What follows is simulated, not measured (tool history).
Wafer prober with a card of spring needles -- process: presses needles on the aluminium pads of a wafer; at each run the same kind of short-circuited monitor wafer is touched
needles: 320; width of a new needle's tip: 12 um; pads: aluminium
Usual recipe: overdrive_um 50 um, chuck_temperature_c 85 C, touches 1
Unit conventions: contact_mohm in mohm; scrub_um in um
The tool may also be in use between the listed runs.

Run 1, hour 0: usual settings. Result: contact_mohm 179 mohm, scrub_um 9.18 um.
At hour 3.6: tips cleaned on abrasive film.
At hour 7.2: tips cleaned on abrasive film.
At hour 10.9: tips cleaned on abrasive film.
At hour 11.8: height of the first contact set anew.
Run 2, hour 12.6: usual settings. Result: contact_mohm 184 mohm, scrub_um 9.14 um.
At hour 14.9: tips cleaned on abrasive film.
At hour 18.8: tips cleaned on abrasive film.
Run 3, hour 20.4: usual settings. Result: contact_mohm 182 mohm, scrub_um 9.11 um.
At hour 22.1: tips cleaned on abrasive film.
At hour 25.7: tips cleaned on abrasive film.
Run 4, hour 26.9: usual settings. Result: contact_mohm 181 mohm, scrub_um 9.05 um.
At hour 29.3: tips cleaned on abrasive film.
At hour 32.8: tips cleaned on abrasive film.
At hour 36.4: tips cleaned on abrasive film.
Run 5, hour 39: usual settings but touches 3. Result: contact_mohm 177 mohm, scrub_um 9 um.
At hour 39.8: tips cleaned on abrasive film.
At hour 43.5: tips cleaned on abrasive film.
Run 6, hour 45.2: usual settings but touches 3. Result: contact_mohm 180 mohm, scrub_um 9.07 um.
At hour 46.9: tips cleaned on abrasive film.
At hour 50.9: tips cleaned on abrasive film.
At hour 54.9: tips cleaned on abrasive film.
Run 7, hour 56.1: usual settings but chuck_temperature_c 36 C. Result: contact_mohm 171 mohm, scrub_um 9.09 um.
At hour 58.4: tips cleaned on abrasive film.
At hour 62.3: tips cleaned on abrasive film.
Run 8, hour 63.8: usual settings. Result: contact_mohm 180 mohm, scrub_um 9.04 um.
At hour 66.2: tips cleaned on abrasive film.
At hour 69.9: tips cleaned on abrasive film.
At hour 73.5: tips cleaned on abrasive film.
At hour 76.9: tips cleaned on abrasive film.
Run 9, hour 77.2: usual settings. Result: contact_mohm 182 mohm, scrub_um 9.13 um.
At hour 80.3: tips cleaned on abrasive film.
At hour 84.1: tips cleaned on abrasive film.
Run 10, hour 84.1: usual settings. Result: contact_mohm 184 mohm, scrub_um 9.18 um.
At hour 87.9: tips cleaned on abrasive film.
At hour 91.6: tips cleaned on abrasive film.
Run 11, hour 91.6: usual settings. Result: contact_mohm 179 mohm, scrub_um 9.05 um.
At hour 95.2: tips cleaned on abrasive film.
At hour 99.2: tips cleaned on abrasive film.
Run 12, hour 101.6: usual settings. Result: contact_mohm 181 mohm, scrub_um 9.02 um.
At hour 103.1: tips cleaned on abrasive film.
At hour 106.9: tips cleaned on abrasive film.
At hour 110.2: tips cleaned on abrasive film.
At hour 113.8: tips cleaned on abrasive film.
Run 13, hour 114.8: usual settings. Result: contact_mohm 180 mohm, scrub_um 9.05 um.
At hour 117.2: tips cleaned on abrasive film.
At hour 121.1: tips cleaned on abrasive film.
At hour 124.9: tips cleaned on abrasive film.
Run 14, hour 127.2: usual settings. Result: contact_mohm 181 mohm, scrub_um 9.07 um.
At hour 128.8: tips cleaned on abrasive film.
At hour 132.4: tips cleaned on abrasive film.
At hour 136.2: tips cleaned on abrasive film.
Run 15, hour 137.6: usual settings. Result: contact_mohm 181 mohm, scrub_um 9.07 um.
At hour 139.9: tips cleaned on abrasive film.
At hour 143.9: tips cleaned on abrasive film.
Run 16, hour 146.5: usual settings. Result: contact_mohm 183 mohm, scrub_um 9.05 um.
At hour 147.4: tips cleaned on abrasive film.
At hour 150.9: tips cleaned on abrasive film.
At hour 154.9: tips cleaned on abrasive film.
Run 17, hour 156.3: usual settings but overdrive_um 38 um, chuck_temperature_c 46 C. Result: contact_mohm 177 mohm, scrub_um 6.79 um.
At hour 158.8: tips cleaned on abrasive film.
At hour 162.3: tips cleaned on abrasive film.
At hour 165.8: tips cleaned on abrasive film.
Run 18, hour 166.3: usual settings but overdrive_um 53 um, chuck_temperature_c 46 C, touches 2. Result: contact_mohm 173 mohm, scrub_um 9.64 um.
At hour 169.6: tips cleaned on abrasive film.
At hour 173.2: tips cleaned on abrasive film.
Run 19, hour 173.2: usual settings but overdrive_um 37 um, chuck_temperature_c 27 C, touches 2. Result: contact_mohm 172 mohm, scrub_um 6.7 um.
At hour 177: tips cleaned on abrasive film.
Run 20, hour 179.3: usual settings but overdrive_um 37 um, chuck_temperature_c 27 C, touches 2. Result: contact_mohm 175 mohm, scrub_um 6.69 um.
At hour 180.8: tips cleaned on abrasive film.
At hour 184.7: tips cleaned on abrasive film.
Run 21, hour 187.8: usual settings but overdrive_um 58 um, chuck_temperature_c 102 C. Result: contact_mohm 183 mohm, scrub_um 10.35 um.
At hour 188.7: tips cleaned on abrasive film.
At hour 192.5: tips cleaned on abrasive film.
At hour 196.3: tips cleaned on abrasive film.
At hour 200.1: tips cleaned on abrasive film.
Run 22, hour 201: usual settings but overdrive_um 46 um, chuck_temperature_c 61 C. Result: contact_mohm 178 mohm, scrub_um 8.28 um.
At hour 204: tips cleaned on abrasive film.
At hour 207.6: tips cleaned on abrasive film.
At hour 211.6: tips cleaned on abrasive film.
At hour 212.7: height of the first contact set anew.
Run 23, hour 214.3: usual settings but overdrive_um 65 um, chuck_temperature_c 45 C, touches 3. Result: contact_mohm 169 mohm, scrub_um 11.8 um.
At hour 215.8: tips cleaned on abrasive film.
At hour 219.6: tips cleaned on abrasive film.
Run 24, hour 220.7: usual settings but chuck_temperature_c 101 C. Result: contact_mohm 182 mohm, scrub_um 9 um.
At hour 223.5: tips cleaned on abrasive film.
At hour 227.2: tips cleaned on abrasive film.
At hour 230.6: tips cleaned on abrasive film.
Run 25, hour 230.6: usual settings but chuck_temperature_c 101 C. Result: contact_mohm 183 mohm, scrub_um 8.94 um.
At hour 234.5: tips cleaned on abrasive film.
At hour 238.5: tips cleaned on abrasive film.
Run 26, hour 240.5: usual settings but chuck_temperature_c 101 C, touches 3. Result: contact_mohm 185 mohm, scrub_um 8.84 um.
At hour 242.2: tips cleaned on abrasive film.
At hour 245.7: tips cleaned on abrasive film.
At hour 249.8: tips cleaned on abrasive film.
Run 27, hour 250.5: usual settings but chuck_temperature_c 101 C, touches 3. Result: contact_mohm 183 mohm, scrub_um 9.07 um.
At hour 253.6: tips cleaned on abrasive film.
At hour 257.5: tips cleaned on abrasive film.
At hour 261.4: tips cleaned on abrasive film.
Run 28, hour 261.4: usual settings but touches 2. Result: contact_mohm 183 mohm, scrub_um 8.93 um.
At hour 265.1: tips cleaned on abrasive film.
At hour 268.8: tips cleaned on abrasive film.
At hour 272.7: tips cleaned on abrasive film.
Run 29, hour 273.9: usual settings but overdrive_um 54 um, chuck_temperature_c 84 C, touches 3. Result: contact_mohm 177 mohm, scrub_um 9.67 um.

Here are 3 independent what-if runs from the current tool condition. What would each one return?
At hour 276: tips cleaned on abrasive film.
At hour 279.7: tips cleaned on abrasive film.
At hour 283.5: tips cleaned on abrasive film.
Run A, hour 284: usual settings but overdrive_um 62 um, chuck_temperature_c 115 C. Result: contact_mohm ?, scrub_um ?.
At hour 276: tips cleaned on abrasive film.
At hour 279.7: tips cleaned on abrasive film.
At hour 283.5: tips cleaned on abrasive film.
Run B, hour 284: usual settings but overdrive_um 48 um, chuck_temperature_c 79 C, touches 2. Result: contact_mohm ?, scrub_um ?.
At hour 276: tips cleaned on abrasive film.
At hour 279.7: tips cleaned on abrasive film.
At hour 283.5: tips cleaned on abrasive film.
Run C, hour 284: usual settings but overdrive_um 36 um, chuck_temperature_c 33 C. Result: contact_mohm ?, scrub_um ?.

run  contact_mohm  scrub_um
  A           185     11.05
  B           183       8.6
  C           173      6.43
What these runs would have given with no unlogged condition in the tool:
run  contact_mohm  scrub_um
  A           184     11.36
  B           183      8.84
  C           173      6.62
